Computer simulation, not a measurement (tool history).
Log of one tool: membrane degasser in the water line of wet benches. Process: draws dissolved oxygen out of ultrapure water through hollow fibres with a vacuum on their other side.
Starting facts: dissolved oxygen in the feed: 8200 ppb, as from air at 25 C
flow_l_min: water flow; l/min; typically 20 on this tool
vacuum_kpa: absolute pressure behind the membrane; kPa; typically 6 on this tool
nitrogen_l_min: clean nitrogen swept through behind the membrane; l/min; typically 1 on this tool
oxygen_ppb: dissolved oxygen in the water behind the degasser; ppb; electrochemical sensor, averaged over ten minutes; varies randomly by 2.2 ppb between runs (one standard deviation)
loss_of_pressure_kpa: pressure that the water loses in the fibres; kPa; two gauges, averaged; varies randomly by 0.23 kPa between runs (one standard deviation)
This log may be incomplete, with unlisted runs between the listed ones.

{"run": 1, "day": 0.0, "flow_l_min": 20, "vacuum_kpa": 6, "nitrogen_l_min": 1, "oxygen_ppb": 222.1, "loss_of_pressure_kpa": 60.22}
{"run": 2, "day": 7.946, "flow_l_min": 20, "vacuum_kpa": 14.34, "nitrogen_l_min": 1, "oxygen_ppb": 557.8, "loss_of_pressure_kpa": 59.98}
{"run": 3, "day": 12.733, "flow_l_min": 20, "vacuum_kpa": 6, "nitrogen_l_min": 1.03, "oxygen_ppb": 218.1, "loss_of_pressure_kpa": 59.7}
{"run": 4, "day": 20.208, "flow_l_min": 20, "vacuum_kpa": 6, "nitrogen_l_min": 1.03, "oxygen_ppb": 213.8, "loss_of_pressure_kpa": 59.92}
{"run": 5, "day": 24.533, "flow_l_min": 20, "vacuum_kpa": 6, "nitrogen_l_min": 1.03, "oxygen_ppb": 217.3, "loss_of_pressure_kpa": 60.18}
{"run": 6, "day": 31.746, "flow_l_min": 20, "vacuum_kpa": 6, "nitrogen_l_min": 1.03, "oxygen_ppb": 219, "loss_of_pressure_kpa": 59.42}
{"run": 7, "day": 38.054, "flow_l_min": 20, "vacuum_kpa": 5.45, "nitrogen_l_min": 1, "oxygen_ppb": 191.8, "loss_of_pressure_kpa": 59.91}
{"run": 8, "day": 45.154, "flow_l_min": 20, "vacuum_kpa": 6, "nitrogen_l_min": 2.34, "oxygen_ppb": 152.8, "loss_of_pressure_kpa": 59.74}
{"run": 9, "day": 50.467, "flow_l_min": 20, "vacuum_kpa": 6, "nitrogen_l_min": 2.34, "oxygen_ppb": 154, "loss_of_pressure_kpa": 60.2}
{"run": 10, "day": 55.167, "flow_l_min": 20, "vacuum_kpa": 6, "nitrogen_l_min": 1, "oxygen_ppb": 219.3, "loss_of_pressure_kpa": 59.47}
{"run": 11, "day": 58.817, "flow_l_min": 20, "vacuum_kpa": 6, "nitrogen_l_min": 1, "oxygen_ppb": 220.5, "loss_of_pressure_kpa": 59.16}
{"run": 12, "day": 66.008, "flow_l_min": 20, "vacuum_kpa": 4.37, "nitrogen_l_min": 1, "oxygen_ppb": 148.5, "loss_of_pressure_kpa": 59.57}
{"run": 13, "day": 73.054, "flow_l_min": 20, "vacuum_kpa": 4.37, "nitrogen_l_min": 1, "oxygen_ppb": 149.8, "loss_of_pressure_kpa": 59.24}
{"run": 14, "day": 79.475, "flow_l_min": 20, "vacuum_kpa": 6, "nitrogen_l_min": 1, "oxygen_ppb": 218.4, "loss_of_pressure_kpa": 59.25}
{"run": 15, "day": 87.233, "flow_l_min": 30, "vacuum_kpa": 6, "nitrogen_l_min": 1, "oxygen_ppb": 449.6, "loss_of_pressure_kpa": 89.56}
{"run": 16, "day": 93.133, "flow_l_min": 30, "vacuum_kpa": 6, "nitrogen_l_min": 1, "oxygen_ppb": 453.2, "loss_of_pressure_kpa": 89.3}
{"run": 17, "day": 97.292, "flow_l_min": 23, "vacuum_kpa": 10.06, "nitrogen_l_min": 2.63, "oxygen_ppb": 285.9, "loss_of_pressure_kpa": 68.11}
{"run": 18, "day": 101.088, "flow_l_min": 20, "vacuum_kpa": 10.75, "nitrogen_l_min": 0.4, "oxygen_ppb": 751.7, "loss_of_pressure_kpa": 59.41}
{"run": 19, "day": 107.221, "flow_l_min": 12, "vacuum_kpa": 4.01, "nitrogen_l_min": 0.4, "oxygen_ppb": 66, "loss_of_pressure_kpa": 35.57}
{"run": 20, "day": 113.408, "flow_l_min": 22, "vacuum_kpa": 5.02, "nitrogen_l_min": 1.08, "oxygen_ppb": 210.6, "loss_of_pressure_kpa": 65.15}
{"run": 21, "day": 118.312, "flow_l_min": 26, "vacuum_kpa": 6, "nitrogen_l_min": 1.64, "oxygen_ppb": 302.9, "loss_of_pressure_kpa": 76.73}
{"run": 22, "day": 124.7, "flow_l_min": 12, "vacuum_kpa": 5.96, "nitrogen_l_min": 1.16, "oxygen_ppb": 81.9, "loss_of_pressure_kpa": 35.4}
{"run": 23, "day": 129.812, "flow_l_min": 14, "vacuum_kpa": 7.65, "nitrogen_l_min": 0.7, "oxygen_ppb": 218.9, "loss_of_pressure_kpa": 41.55}
{"run": 24, "day": 137.388, "flow_l_min": 14, "vacuum_kpa": 7.65, "nitrogen_l_min": 0.7, "oxygen_ppb": 220.7, "loss_of_pressure_kpa": 41.18}
{"run": 25, "day": 144.608, "flow_l_min": 14, "vacuum_kpa": 7.65, "nitrogen_l_min": 0.7, "oxygen_ppb": 218, "loss_of_pressure_kpa": 41.21}
{"run": 26, "day": 151.042, "flow_l_min": 14, "vacuum_kpa": 7.65, "nitrogen_l_min": 0.7, "oxygen_ppb": 220.5, "loss_of_pressure_kpa": 40.73}
{"run": 27, "day": 155.396, "flow_l_min": 14, "vacuum_kpa": 7.65, "nitrogen_l_min": 0.7, "oxygen_ppb": 223.3, "loss_of_pressure_kpa": 41.47}
{"run": 28, "day": 161.888, "flow_l_min": 14, "vacuum_kpa": 7.65, "nitrogen_l_min": 0.7, "oxygen_ppb": 221.6, "loss_of_pressure_kpa": 41.2}
{"day": 164.488, "done": "gauge calibrated"}
{"run": 29, "day": 166.017, "flow_l_min": 13, "vacuum_kpa": 7.65, "nitrogen_l_min": 2.35, "oxygen_ppb": 78.9, "loss_of_pressure_kpa": 39.07}
{"run": 30, "day": 170.629, "flow_l_min": 14, "vacuum_kpa": 6, "nitrogen_l_min": 0.59, "oxygen_ppb": 171.3, "loss_of_pressure_kpa": 41.62}
{"run": 31, "day": 175.388, "flow_l_min": 12, "vacuum_kpa": 6, "nitrogen_l_min": 1, "oxygen_ppb": 90.3, "loss_of_pressure_kpa": 36.32}
{"run": 32, "day": 179.762, "flow_l_min": 17, "vacuum_kpa": 6.53, "nitrogen_l_min": 1.21, "oxygen_ppb": 162.9, "loss_of_pressure_kpa": 50.6}

Alternative continuations, all from the tool just after run 32; predict every row:
{"run": "A", "day": 186.504, "flow_l_min": 17, "vacuum_kpa": 11.48, "nitrogen_l_min": 1.79, "oxygen_ppb": "?", "loss_of_pressure_kpa": "?"}
{"run": "B", "day": 186.504, "flow_l_min": 17, "vacuum_kpa": 4.24, "nitrogen_l_min": 1.21, "oxygen_ppb": "?", "loss_of_pressure_kpa": "?"}
{"run": "C", "day": 186.504, "flow_l_min": 17, "vacuum_kpa": 9.19, "nitrogen_l_min": 1.21, "oxygen_ppb": "?", "loss_of_pressure_kpa": "?"}

run=A oxygen_ppb=239.7 loss_of_pressure_kpa=50.83
run=B oxygen_ppb=92.8 loss_of_pressure_kpa=51.2
run=C oxygen_ppb=245 loss_of_pressure_kpa=51.15
Without the tool's hidden state the same runs would have given:
run=A oxygen_ppb=239.3 loss_of_pressure_kpa=50.97
run=B oxygen_ppb=92.4 loss_of_pressure_kpa=51.33
run=C oxygen_ppb=244.6 loss_of_pressure_kpa=51.29
